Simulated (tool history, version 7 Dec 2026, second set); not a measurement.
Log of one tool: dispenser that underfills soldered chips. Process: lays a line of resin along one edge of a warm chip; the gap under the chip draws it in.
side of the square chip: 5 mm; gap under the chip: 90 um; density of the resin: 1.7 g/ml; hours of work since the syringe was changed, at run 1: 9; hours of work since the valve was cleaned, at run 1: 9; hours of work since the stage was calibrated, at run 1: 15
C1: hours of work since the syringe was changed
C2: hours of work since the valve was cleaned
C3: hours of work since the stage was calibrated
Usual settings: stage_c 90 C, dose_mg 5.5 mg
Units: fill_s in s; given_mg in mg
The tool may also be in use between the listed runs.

run 1 hour=0 | stage_c=90 dose_mg=5.5 | C1=9 C2=9 C3=15 | fill_s=21.8 given_mg=5.46
-- hour=3.5 new syringe of resin
run 2 hour=9.2 | stage_c=90 dose_mg=5.5 | C1=4 C2=16 C3=22 | fill_s=15 given_mg=5.41
run 3 hour=15.2 | stage_c=90 dose_mg=5.5 | C1=9 C2=21 C3=26 | fill_s=21.2 given_mg=5.42
-- hour=19.2 new syringe of resin
run 4 hour=27.2 | stage_c=90 dose_mg=5.5 | C1=6 C2=30 C3=35 | fill_s=17.9 given_mg=5.4
-- hour=34.6 new syringe of resin
run 5 hour=36.5 | stage_c=90 dose_mg=5.5 | C1=1 C2=37 C3=42 | fill_s=11.6 given_mg=5.37
run 6 hour=43.1 | stage_c=90 dose_mg=5.5 | C1=7 C2=42 C3=47 | fill_s=18 given_mg=5.36
-- hour=49.8 new syringe of resin
run 7 hour=53.4 | stage_c=90 dose_mg=5.5 | C1=3 C2=49 C3=55 | fill_s=13.3 given_mg=5.35
run 8 hour=62.7 | stage_c=90 dose_mg=5.5 | C1=10 C2=56 C3=62 | fill_s=23.7 given_mg=5.3
-- hour=65.2 new syringe of resin
run 9 hour=71.2 | stage_c=90 dose_mg=5.5 | C1=5 C2=63 C3=68 | fill_s=15.3 given_mg=5.29
run 10 hour=76.4 | stage_c=94 dose_mg=5.5 | C1=9 C2=67 C3=72 | fill_s=18.4 given_mg=5.31
-- hour=80.3 new syringe of resin
run 11 hour=85.8 | stage_c=94 dose_mg=6.7 | C1=4 C2=73 C3=79 | fill_s=12.6 given_mg=6.38
run 12 hour=91 | stage_c=94 dose_mg=6.7 | C1=8 C2=77 C3=83 | fill_s=17.3 given_mg=6.39
-- hour=95.5 new syringe of resin
run 13 hour=102.6 | stage_c=94 dose_mg=6.7 | C1=5 C2=86 C3=92 | fill_s=13.2 given_mg=6.34
-- hour=111.1 new syringe of resin
run 14 hour=114 | stage_c=94 dose_mg=6.7 | C1=2 C2=95 C3=100 | fill_s=10.8 given_mg=6.32
run 15 hour=122.7 | stage_c=94 dose_mg=6.7 | C1=9 C2=101 C3=107 | fill_s=18.5 given_mg=6.27
-- hour=126.2 new syringe of resin
run 16 hour=129.4 | stage_c=94 dose_mg=6.51 | C1=2 C2=106 C3=112 | fill_s=10.2 given_mg=6.08
run 17 hour=134.6 | stage_c=94 dose_mg=6.51 | C1=6 C2=110 C3=116 | fill_s=14.9 given_mg=6.09
-- hour=141.2 new syringe of resin
run 18 hour=144.3 | stage_c=94 dose_mg=5.82 | C1=2 C2=117 C3=123 | fill_s=10.8 given_mg=5.4
run 19 hour=155.2 | stage_c=91 dose_mg=5.82 | C1=11 C2=126 C3=131 | fill_s=24.9 given_mg=5.4
-- hour=156.5 new syringe of resin
-- hour=167.4 dispensing valve cleaned and set on the balance
run 20 hour=167.4 | stage_c=91 dose_mg=5.82 | C1=8 C2=0 C3=140 | fill_s=19.3 given_mg=5.81
-- hour=173.2 new syringe of resin
run 21 hour=174.3 | stage_c=91 dose_mg=5.82 | C1=1 C2=5 C3=145 | fill_s=10.3 given_mg=5.78
run 22 hour=185.5 | stage_c=90 dose_mg=5.11 | C1=9 C2=14 C3=153 | fill_s=23.1 given_mg=5.07
-- hour=188.3 new syringe of resin
run 23 hour=197.6 | stage_c=99 dose_mg=5.89 | C1=7 C2=23 C3=162 | fill_s=13.6 given_mg=5.81
-- hour=203.7 new syringe of resin
run 24 hour=205.1 | stage_c=92 dose_mg=5.57 | C1=1 C2=28 C3=168 | fill_s=11.2 given_mg=5.49
run 25 hour=217.2 | stage_c=83 dose_mg=6.33 | C1=10 C2=37 C3=177 | fill_s=31 given_mg=6.19
-- hour=219.1 new syringe of resin
run 26 hour=226.8 | stage_c=90 dose_mg=6.54 | C1=6 C2=44 C3=184 | fill_s=16.5 given_mg=6.38
run 27 hour=232.1 | stage_c=90 dose_mg=6.54 | C1=10 C2=49 C3=188 | fill_s=23.6 given_mg=6.37
-- hour=235 new syringe of resin
run 28 hour=239.5 | stage_c=80 dose_mg=6.13 | C1=3 C2=54 C3=194 | fill_s=19.5 given_mg=5.93
run 29 hour=248.5 | stage_c=100 dose_mg=6.05 | C1=10 C2=61 C3=200 | fill_s=16.9 given_mg=5.83
-- hour=250.6 new syringe of resin
run 30 hour=256.2 | stage_c=85 dose_mg=5.5 | C1=4 C2=67 C3=206 | fill_s=18.2 given_mg=5.25
run 31 hour=262.1 | stage_c=99 dose_mg=6.33 | C1=9 C2=71 C3=211 | fill_s=15.9 given_mg=6.02
-- hour=265.7 new syringe of resin
run 32 hour=267.3 | stage_c=99 dose_mg=6.33 | C1=1 C2=75 C3=214 | fill_s=8.9 given_mg=6.01
run 33 hour=274.5 | stage_c=97 dose_mg=5.79 | C1=7 C2=80 C3=220 | fill_s=14.7 given_mg=5.54
-- hour=281.3 new syringe of resin
run 34 hour=286.7 | stage_c=90 dose_mg=5.37 | C1=4 C2=89 C3=229 | fill_s=15.6 given_mg=5.08
run 35 hour=294.3 | stage_c=92 dose_mg=5.42 | C1=10 C2=95 C3=235 | fill_s=24.2 given_mg=5.12

Forecast each of these 3 alternatives for the next run:
-- hour=296.9 new syringe of resin
run A hour=301.6 | stage_c=93 dose_mg=4.96 | C1=4 C2=101 C3=240 | fill_s=? given_mg=?
-- hour=296.9 new syringe of resin
run B hour=301.6 | stage_c=92 dose_mg=4.82 | C1=4 C2=101 C3=240 | fill_s=? given_mg=?
-- hour=296.9 new syringe of resin
run C hour=301.6 | stage_c=86 dose_mg=5.52 | C1=4 C2=101 C3=240 | fill_s=? given_mg=?

run=A fill_s=13.6 given_mg=4.66
run=B fill_s=14 given_mg=4.49
run=C fill_s=16.1 given_mg=5.16
Without the tool's hidden state the same runs would have given:
run=A fill_s=9.6 given_mg=4.96
run=B fill_s=9.8 given_mg=4.79
run=C fill_s=11.3 given_mg=5.5
